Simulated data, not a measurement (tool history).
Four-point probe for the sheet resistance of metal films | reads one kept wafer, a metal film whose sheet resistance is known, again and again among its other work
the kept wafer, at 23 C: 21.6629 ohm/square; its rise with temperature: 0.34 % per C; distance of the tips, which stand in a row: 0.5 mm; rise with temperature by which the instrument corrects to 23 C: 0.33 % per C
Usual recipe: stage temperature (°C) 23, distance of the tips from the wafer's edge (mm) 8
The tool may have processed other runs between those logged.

run,hour,stage temperature (°C),distance of the tips from the wafer's edge (mm),sheet resistance as the instrument gives it (ohm/square)
1,0.0,23,8,21.711839
2,57.1,23,8,21.711200
3,165.3,23,8,21.706879
4,268.6,28,8,21.723726
5,382.7,23,50,21.662209
6,508.4,23,50,21.665478
7,576.1,23,50,21.664230
8,667.8,23,7,21.727270
9,755.2,23,7,21.723075
10,806.9,23,7,21.731522
11,893.9,23,7,21.723429
12,948.4,23,8,21.708550
13,1028.4,23,6,21.741561
# hour 1084.6: new probe head fitted
14,1098.8,23,6,21.738573
15,1152.7,22,8,21.708004
16,1205.2,23,30,21.666799
17,1305.9,23,6,21.747248
18,1431.3,23,6,21.743173
19,1512.5,23,32,21.663743
20,1627.6,23,40,21.671754
21,1694.2,23,40,21.661715
22,1757.5,23,7,21.722143
23,1854.5,23,26,21.668340
# hour 1906.6: stage's thermometer calibrated
24,1934.3,23,26,21.669015
25,2054.0,23,26,21.670861
26,2150.9,31,8,21.737601
27,2263.4,22,8,21.702411
28,2326.0,31,6,21.766926
29,2414.3,31,6,21.770439
30,2500.4,27,8,21.723445
31,2593.3,27,8,21.721980
32,2661.7,19,3,21.976292
33,2753.4,19,3,21.965756
34,2818.5,20,22,21.657524
35,2879.7,33,7,21.750284
36,2940.0,23,10,21.685782
37,3021.3,23,8,21.716557
38,3078.5,24,8,21.711488
39,3131.0,21,12,21.674730
40,3248.9,21,12,21.680995
41,3324.6,21,12,21.675848
42,3438.0,21,12,21.676445
43,3517.9,20,19,21.666316
44,3605.5,20,4,21.838034
45,3716.5,22,4,21.842098

Forecast each of these 4 alternatives for the next run:
A,3837.4,28,11,?
B,3837.4,32,42,?
C,3837.4,22,30,?
D,3837.4,32,3,?

run,sheet resistance as the instrument gives it (ohm/square)
A,21.700095
B,21.685479
C,21.669365
D,22.015543
With no hidden state in the tool, these same runs would have given:
run,sheet resistance as the instrument gives it (ohm/square)
A,21.697911
B,21.683293
C,21.667186
D,22.013327

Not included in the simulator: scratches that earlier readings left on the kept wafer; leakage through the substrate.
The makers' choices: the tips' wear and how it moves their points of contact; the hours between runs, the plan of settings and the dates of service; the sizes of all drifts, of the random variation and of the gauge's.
